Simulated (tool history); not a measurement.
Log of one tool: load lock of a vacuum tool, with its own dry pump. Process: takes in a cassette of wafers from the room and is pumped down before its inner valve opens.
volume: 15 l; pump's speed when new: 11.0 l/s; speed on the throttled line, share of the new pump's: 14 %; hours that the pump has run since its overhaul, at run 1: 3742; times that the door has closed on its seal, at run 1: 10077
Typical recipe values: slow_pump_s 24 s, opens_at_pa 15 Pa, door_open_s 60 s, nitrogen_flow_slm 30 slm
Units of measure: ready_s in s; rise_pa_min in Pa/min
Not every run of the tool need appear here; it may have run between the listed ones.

run,hour,slow_pump_s,opens_at_pa,door_open_s,nitrogen_flow_slm,hours that the pump has run since its overhaul,times that the door has closed on its seal,"incoming humidity of the room's air, %",ready_s,rise_pa_min
1,0.0,24,15,60,30,3742,10077,41.9,32.6,0.130
2,60.5,24,15,60,30,3802,10193,42.6,32.8,0.134
3,112.4,24,15,235,30,3854,10292,44.7,33.3,0.161
4,214.7,24,15,235,30,3956,10488,45.0,32.8,0.156
5,301.4,22,15,60,30,4043,10653,49.5,31.2,0.146
6,426.8,24,15,49,30,4169,10893,47.4,33.2,0.145
7,520.1,24,15,49,30,4262,11071,44.1,33.0,0.146
8,635.1,24,15,49,30,4377,11291,47.3,33.3,0.153
9,742.1,24,15,49,30,4484,11496,43.7,32.8,0.152
10,827.0,24,28,60,30,4569,11658,46.4,32.0,0.165
11,910.4,24,28,60,30,4652,11817,43.0,31.8,0.160
12,1009.2,24,28,60,30,4751,12006,44.1,32.2,0.164
13,1082.9,24,28,60,10,4825,12147,42.5,32.2,0.182
14,1210.2,24,18,60,10,4952,12390,43.3,33.1,0.192
15,1262.8,24,15,60,30,5005,12491,45.5,32.8,0.176
16,1329.3,14,15,60,30,5071,12618,45.3,24.7,0.174
17,1452.7,24,13,60,30,5194,12854,44.3,33.1,0.181
18,1507.4,24,15,60,30,5249,12958,47.5,33.0,0.183
19,1621.3,24,15,163,30,5363,13176,46.2,33.8,0.203
20,1739.6,24,10,64,9,5481,13402,47.0,33.6,0.210

What will run 21 give?
21,1813.9,24,10,64,9,5556,13544,44.9,?,?

ready_s: 33.5 s
rise_pa_min: 0.212 Pa/min
Without the tool's hidden state the same run would have given ready_s 33.1 s, rise_pa_min 0.050 Pa/min.

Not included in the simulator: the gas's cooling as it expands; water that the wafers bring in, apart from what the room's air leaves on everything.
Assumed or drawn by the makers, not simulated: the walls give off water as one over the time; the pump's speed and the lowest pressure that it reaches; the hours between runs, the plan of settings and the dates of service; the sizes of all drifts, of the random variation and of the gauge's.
